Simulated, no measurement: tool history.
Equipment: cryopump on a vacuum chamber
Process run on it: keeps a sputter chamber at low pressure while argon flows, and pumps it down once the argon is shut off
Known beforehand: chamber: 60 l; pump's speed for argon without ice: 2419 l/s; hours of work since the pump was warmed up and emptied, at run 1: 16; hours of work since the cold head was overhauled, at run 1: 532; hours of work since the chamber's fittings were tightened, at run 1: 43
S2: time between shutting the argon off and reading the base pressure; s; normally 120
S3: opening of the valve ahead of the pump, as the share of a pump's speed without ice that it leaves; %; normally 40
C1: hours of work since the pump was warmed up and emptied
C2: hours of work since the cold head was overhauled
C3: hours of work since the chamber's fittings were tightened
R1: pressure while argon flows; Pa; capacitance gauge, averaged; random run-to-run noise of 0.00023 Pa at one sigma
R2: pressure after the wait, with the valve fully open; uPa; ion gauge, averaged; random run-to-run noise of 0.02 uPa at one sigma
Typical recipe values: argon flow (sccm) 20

Run 1, hour 0.0: usual settings; C1 16; C2 532; C3 43. Result: R1 0.0354 Pa, R2 0.31 uPa.
Run 2, hour 20.8: usual settings but argon flow (sccm) 28; C1 31; C2 547; C3 58. Result: R1 0.0494 Pa, R2 0.34 uPa.
Run 3, hour 48.6: usual settings; C1 51; C2 567; C3 78. Result: R1 0.0354 Pa, R2 0.31 uPa.
Run 4, hour 64.4: usual settings; C1 63; C2 579; C3 90. Result: R1 0.0356 Pa, R2 0.35 uPa.
Run 5, hour 80.8: usual settings but S2 44 s; C1 74; C2 591; C3 102. Result: R1 0.0351 Pa, R2 0.63 uPa.
Run 6, hour 106.8: usual settings but S2 44 s; C1 93; C2 609; C3 120. Result: R1 0.0352 Pa, R2 0.62 uPa.
Run 7, hour 124.8: usual settings but S2 55 s; C1 106; C2 622; C3 133. Result: R1 0.0358 Pa, R2 0.52 uPa.
Run 8, hour 149.2: usual settings but S2 55 s; C1 124; C2 640; C3 151. Result: R1 0.0355 Pa, R2 0.55 uPa.
Run 9, hour 172.3: usual settings but S2 55 s; C1 140; C2 657; C3 167. Result: R1 0.0355 Pa, R2 0.54 uPa.
Run 10, hour 198.3: usual settings but S3 16 %; C1 159; C2 675; C3 186. Result: R1 0.0882 Pa, R2 0.35 uPa.
Run 11, hour 219.4: usual settings but S2 107 s, S3 16 %; C1 174; C2 691; C3 201. Result: R1 0.0881 Pa, R2 0.39 uPa.
Run 12, hour 242.3: usual settings but S2 107 s, S3 16 %; C1 191; C2 707; C3 218. Result: R1 0.0882 Pa, R2 0.36 uPa.
Run 13, hour 263.8: usual settings but S2 107 s, S3 16 %; C1 206; C2 723; C3 233. Result: R1 0.0882 Pa, R2 0.43 uPa.
Run 14, hour 278.2: usual settings but S2 107 s, S3 16 %; C1 217; C2 733; C3 244. Result: R1 0.0882 Pa, R2 0.43 uPa.
Run 15, hour 305.9: usual settings but S2 206 s, S3 16 %; C1 237; C2 753; C3 264. Result: R1 0.0883 Pa, R2 0.30 uPa.
Run 16, hour 323.5: usual settings but S2 206 s, S3 16 %; C1 249; C2 766; C3 276. Result: R1 0.0883 Pa, R2 0.32 uPa.
Run 17, hour 338.7: usual settings but S2 206 s, S3 16 %; C1 260; C2 777; C3 287. Result: R1 0.0888 Pa, R2 0.35 uPa.
Run 18, hour 364.6: usual settings but S2 206 s, S3 16 %; C1 279; C2 795; C3 306. Result: R1 0.0887 Pa, R2 0.34 uPa.
Run 19, hour 387.2: usual settings but S2 206 s, S3 16 %; C1 295; C2 812; C3 322. Result: R1 0.0885 Pa, R2 0.37 uPa.
Run 20, hour 400.2: usual settings but argon flow (sccm) 18, S3 34 %; C1 305; C2 821; C3 332. Result: R1 0.0382 Pa, R2 0.45 uPa.
Run 21, hour 427.5: usual settings but argon flow (sccm) 18, S3 34 %; C1 324; C2 841; C3 351. Result: R1 0.0383 Pa, R2 0.43 uPa.
Run 22, hour 452.8: usual settings but argon flow (sccm) 21, S3 21 %; C1 343; C2 859; C3 370. Result: R1 0.0717 Pa, R2 0.45 uPa.
Run 23, hour 478.9: usual settings but argon flow (sccm) 10, S2 134 s, S3 21 %; C1 361; C2 878; C3 388. Result: R1 0.0343 Pa, R2 0.40 uPa.
Run 24, hour 497.3: usual settings but argon flow (sccm) 15, S2 134 s, S3 21 %; C1 375; C2 891; C3 402. Result: R1 0.0514 Pa, R2 0.43 uPa.
Run 25, hour 517.0: usual settings but argon flow (sccm) 10, S2 277 s, S3 21 %; C1 389; C2 905; C3 416. Result: R1 0.0336 Pa, R2 0.36 uPa.
Run 26, hour 530.8: usual settings but argon flow (sccm) 10, S2 277 s, S3 21 %; C1 399; C2 915; C3 426. Result: R1 0.0343 Pa, R2 0.32 uPa.
Run 27, hour 548.8: usual settings but argon flow (sccm) 10, S2 277 s, S3 21 %; C1 412; C2 928; C3 439. Result: R1 0.0339 Pa, R2 0.37 uPa.
Run 28, hour 561.9: usual settings but argon flow (sccm) 10, S2 277 s, S3 21 %; C1 421; C2 937; C3 448. Result: R1 0.0345 Pa, R2 0.35 uPa.
Run 29, hour 589.4: usual settings but S3 50 %; C1 441; C2 957; C3 468. Result: R1 0.0300 Pa, R2 0.48 uPa.
Run 30, hour 607.7: usual settings but argon flow (sccm) 22, S2 40 s, S3 53 %; C1 454; C2 971; C3 481. Result: R1 0.0317 Pa, R2 0.82 uPa.
Run 31, hour 624.6: usual settings but argon flow (sccm) 22, S2 22 s, S3 48 %; C1 466; C2 983; C3 494. Result: R1 0.0345 Pa, R2 1.22 uPa.
Run 32, hour 636.9: usual settings but argon flow (sccm) 21, S2 75 s, S3 16 %; C1 475; C2 992; C3 502. Result: R1 0.0941 Pa, R2 0.59 uPa.
Run 33, hour 653.3: usual settings but argon flow (sccm) 21, S2 90 s, S3 19 %; C1 487; C2 1003; C3 514. Result: R1 0.0798 Pa, R2 0.53 uPa.

A few steps of R1 between consecutive runs. Split each: what settings, incoming material and random variation would produce without the hidden state, and what is left over for the hidden state, along with gauge scatter present in only one of the two compared results (measured, and without hidden state):
Hidden state at play: pump's speed, % of a pump's without ice; cold plate's temperature, K; leak into the chamber, uPa l/s; drift of the gauge itself on working_pa, %; drift of the gauge itself on base_upa, %.
Run 9 -> 10: S2 55 -> 120, S3 40 -> 16. R1 +0.0527 Pa: hidden state +0.0001, all else +0.0526.
Run 19 -> 20: argon flow (sccm) 20 -> 18, S2 206 -> 120, S3 16 -> 34. R1 -0.0503 Pa: hidden state -0.0001, all else -0.0502.
Run 22 -> 23: argon flow (sccm) 21 -> 10, S2 120 -> 134. R1 -0.0374 Pa: hidden state -0.0010, all else -0.0364.
Run 23 -> 24: argon flow (sccm) 10 -> 15. R1 +0.0171 Pa: hidden state +0.0005, all else +0.0166.
Run 28 -> 29: argon flow (sccm) 10 -> 20, S2 277 -> 120, S3 21 -> 50. R1 -0.0045 Pa: hidden state +0.0012, all else -0.0057.
Run 31 -> 32: argon flow (sccm) 22 -> 21, S2 22 -> 75, S3 48 -> 16. R1 +0.0596 Pa: hidden state -0.0001, all else +0.0597.

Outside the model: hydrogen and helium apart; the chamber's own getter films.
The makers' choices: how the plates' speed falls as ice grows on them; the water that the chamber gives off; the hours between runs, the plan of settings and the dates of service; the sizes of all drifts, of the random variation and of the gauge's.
